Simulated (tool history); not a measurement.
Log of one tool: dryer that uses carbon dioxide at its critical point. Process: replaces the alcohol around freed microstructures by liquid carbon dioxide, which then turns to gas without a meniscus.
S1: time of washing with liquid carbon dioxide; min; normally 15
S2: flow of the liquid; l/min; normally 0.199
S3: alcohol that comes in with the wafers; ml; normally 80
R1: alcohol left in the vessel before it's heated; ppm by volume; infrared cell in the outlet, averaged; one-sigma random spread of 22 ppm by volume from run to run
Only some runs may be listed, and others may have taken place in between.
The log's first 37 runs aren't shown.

run,hour,S1,S2,S3,R1
38,633.9,13,0.283,59,526
39,652.3,12,0.172,73,5804
40,664.9,9,0.172,63,11497
41,677.4,19,0.293,27,183
42,699.1,19,0.293,27,177
43,722.6,19,0.293,27,197
44,737.9,19,0.293,27,193
45,756.6,13,0.293,37,384
46,770.1,11,0.29,22,510

Forecast each of these 3 alternatives for the next run:
A,792,17,0.199,27,?
B,792,15,0.159,105,?
C,792,13,0.166,28,?

run,R1
A,496
B,5543
C,2268
What these runs would have given with no unlogged condition in the tool:
run,R1
A,256
B,4736
C,1857

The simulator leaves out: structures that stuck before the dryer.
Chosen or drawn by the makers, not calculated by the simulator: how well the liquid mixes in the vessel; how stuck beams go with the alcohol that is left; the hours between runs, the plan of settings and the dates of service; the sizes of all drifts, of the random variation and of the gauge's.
